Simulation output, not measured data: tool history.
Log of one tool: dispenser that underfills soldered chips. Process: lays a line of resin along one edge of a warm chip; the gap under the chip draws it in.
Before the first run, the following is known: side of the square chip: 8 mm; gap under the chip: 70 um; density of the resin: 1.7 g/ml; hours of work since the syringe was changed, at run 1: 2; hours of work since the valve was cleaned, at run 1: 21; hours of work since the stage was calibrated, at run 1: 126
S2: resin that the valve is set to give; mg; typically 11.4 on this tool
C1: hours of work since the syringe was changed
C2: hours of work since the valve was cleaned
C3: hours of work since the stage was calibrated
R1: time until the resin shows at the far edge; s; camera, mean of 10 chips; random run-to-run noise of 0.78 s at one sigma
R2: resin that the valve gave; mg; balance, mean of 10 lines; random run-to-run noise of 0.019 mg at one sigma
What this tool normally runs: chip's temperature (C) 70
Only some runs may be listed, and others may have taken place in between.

run 1 day=0.000 | chip's_temperature_(C)=70 S2=11.4 | C1=2 C2=21 C3=126 | R1=84.3 R2=11.28
run 2 day=0.338 | chip's_temperature_(C)=82 S2=11.4 | C1=8 C2=26 C3=131 | R1=79.5 R2=11.26
-- day=0.379 new syringe of resin
run 3 day=0.788 | chip's_temperature_(C)=82 S2=11.4 | C1=7 C2=34 C3=139 | R1=72.4 R2=11.22
-- day=0.912 new syringe of resin
run 4 day=1.171 | chip's_temperature_(C)=82 S2=11.4 | C1=4 C2=40 C3=145 | R1=58.9 R2=11.16
run 5 day=1.371 | chip's_temperature_(C)=70 S2=11.4 | C1=8 C2=43 C3=148 | R1=121.7 R2=11.16
-- day=1.450 new syringe of resin
run 6 day=1.733 | chip's_temperature_(C)=70 S2=11.4 | C1=5 C2=49 C3=154 | R1=98.0 R2=11.11
-- day=1.954 new syringe of resin
run 7 day=2.175 | chip's_temperature_(C)=70 S2=11.4 | C1=4 C2=56 C3=161 | R1=92.1 R2=11.06
-- day=2.462 dispensing valve cleaned and set on the balance
-- day=2.504 new syringe of resin
run 8 day=2.571 | chip's_temperature_(C)=70 S2=11.4 | C1=1 C2=2 C3=167 | R1=72.3 R2=11.39
run 9 day=2.938 | chip's_temperature_(C)=80 S2=11.4 | C1=7 C2=8 C3=173 | R1=76.0 R2=11.37
-- day=3.029 new syringe of resin
run 10 day=3.150 | chip's_temperature_(C)=80 S2=11.4 | C1=2 C2=11 C3=176 | R1=54.2 R2=11.32
-- day=3.562 new syringe of resin
run 11 day=3.588 | chip's_temperature_(C)=80 S2=11.4 | C1=0 C2=18 C3=183 | R1=47.5 R2=11.30
run 12 day=3.938 | chip's_temperature_(C)=70 S2=11.4 | C1=6 C2=24 C3=189 | R1=109.1 R2=11.25
-- day=4.100 new syringe of resin
run 13 day=4.150 | chip's_temperature_(C)=70 S2=11.4 | C1=1 C2=27 C3=192 | R1=71.4 R2=11.24
-- day=4.617 new syringe of resin
run 14 day=4.617 | chip's_temperature_(C)=70 S2=10.1 | C1=0 C2=35 C3=200 | R1=69.5 R2=9.91
run 15 day=4.888 | chip's_temperature_(C)=70 S2=10.1 | C1=5 C2=39 C3=204 | R1=96.6 R2=9.90
-- day=5.162 new syringe of resin
run 16 day=5.304 | chip's_temperature_(C)=70 S2=11.4 | C1=2 C2=46 C3=211 | R1=82.1 R2=11.13
-- day=5.700 new syringe of resin
run 17 day=5.704 | chip's_temperature_(C)=70 S2=11.4 | C1=0 C2=52 C3=217 | R1=69.0 R2=11.08
-- day=6.183 dispensing valve cleaned and set on the balance
run 18 day=6.188 | chip's_temperature_(C)=74 S2=12.4 | C1=7 C2=0 C3=225 | R1=102.7 R2=12.41
-- day=6.254 new syringe of resin
run 19 day=6.542 | chip's_temperature_(C)=56 S2=14.2 | C1=5 C2=6 C3=231 | R1=173.5 R2=14.15
-- day=6.779 new syringe of resin
run 20 day=6.950 | chip's_temperature_(C)=56 S2=14.2 | C1=3 C2=12 C3=237 | R1=152.3 R2=14.12
-- day=7.304 new syringe of resin
run 21 day=7.446 | chip's_temperature_(C)=70 S2=10.7 | C1=2 C2=20 C3=245 | R1=79.8 R2=10.58
-- day=7.817 new syringe of resin
run 22 day=7.925 | chip's_temperature_(C)=61 S2=12.2 | C1=2 C2=28 C3=253 | R1=113.2 R2=12.01
-- day=8.325 new syringe of resin
run 23 day=8.350 | chip's_temperature_(C)=64 S2=9.8 | C1=0 C2=35 C3=260 | R1=93.6 R2=9.57
run 24 day=8.700 | chip's_temperature_(C)=70 S2=14.2 | C1=6 C2=41 C3=266 | R1=105.6 R2=13.87
-- day=8.850 new syringe of resin
run 25 day=9.033 | chip's_temperature_(C)=74 S2=10.0 | C1=3 C2=46 C3=271 | R1=72.2 R2=9.75
-- day=9.375 new syringe of resin
run 26 day=9.462 | chip's_temperature_(C)=59 S2=13.5 | C1=1 C2=53 C3=278 | R1=118.4 R2=13.09
run 27 day=9.767 | chip's_temperature_(C)=71 S2=10.6 | C1=6 C2=58 C3=283 | R1=106.8 R2=10.23
-- day=9.892 new syringe of resin
-- day=9.933 dispensing valve cleaned and set on the balance
run 28 day=10.192 | chip's_temperature_(C)=71 S2=10.6 | C1=4 C2=4 C3=289 | R1=88.7 R2=10.56

Below are 4 alternative next runs, each starting from the tool's condition after run 28. Predict each:
-- day=10.462 new syringe of resin
run A day=10.575 | chip's_temperature_(C)=61 S2=14.3 | C1=2 C2=10 C3=295 | R1=? R2=?
-- day=10.462 new syringe of resin
run B day=10.575 | chip's_temperature_(C)=69 S2=11.4 | C1=2 C2=10 C3=295 | R1=? R2=?
-- day=10.462 new syringe of resin
run C day=10.575 | chip's_temperature_(C)=63 S2=14.8 | C1=2 C2=10 C3=295 | R1=? R2=?
-- day=10.462 new syringe of resin
run D day=10.575 | chip's_temperature_(C)=70 S2=10.6 | C1=2 C2=10 C3=295 | R1=? R2=?

run=A R1=109.2 R2=14.22
run=B R1=80.0 R2=11.36
run=C R1=99.8 R2=14.70
run=D R1=76.8 R2=10.61
Without the tool's unlogged condition, the same runs would have read:
run=A R1=102.8 R2=14.27
run=B R1=75.0 R2=11.40
run=C R1=93.9 R2=14.75
run=D R1=71.9 R2=10.64

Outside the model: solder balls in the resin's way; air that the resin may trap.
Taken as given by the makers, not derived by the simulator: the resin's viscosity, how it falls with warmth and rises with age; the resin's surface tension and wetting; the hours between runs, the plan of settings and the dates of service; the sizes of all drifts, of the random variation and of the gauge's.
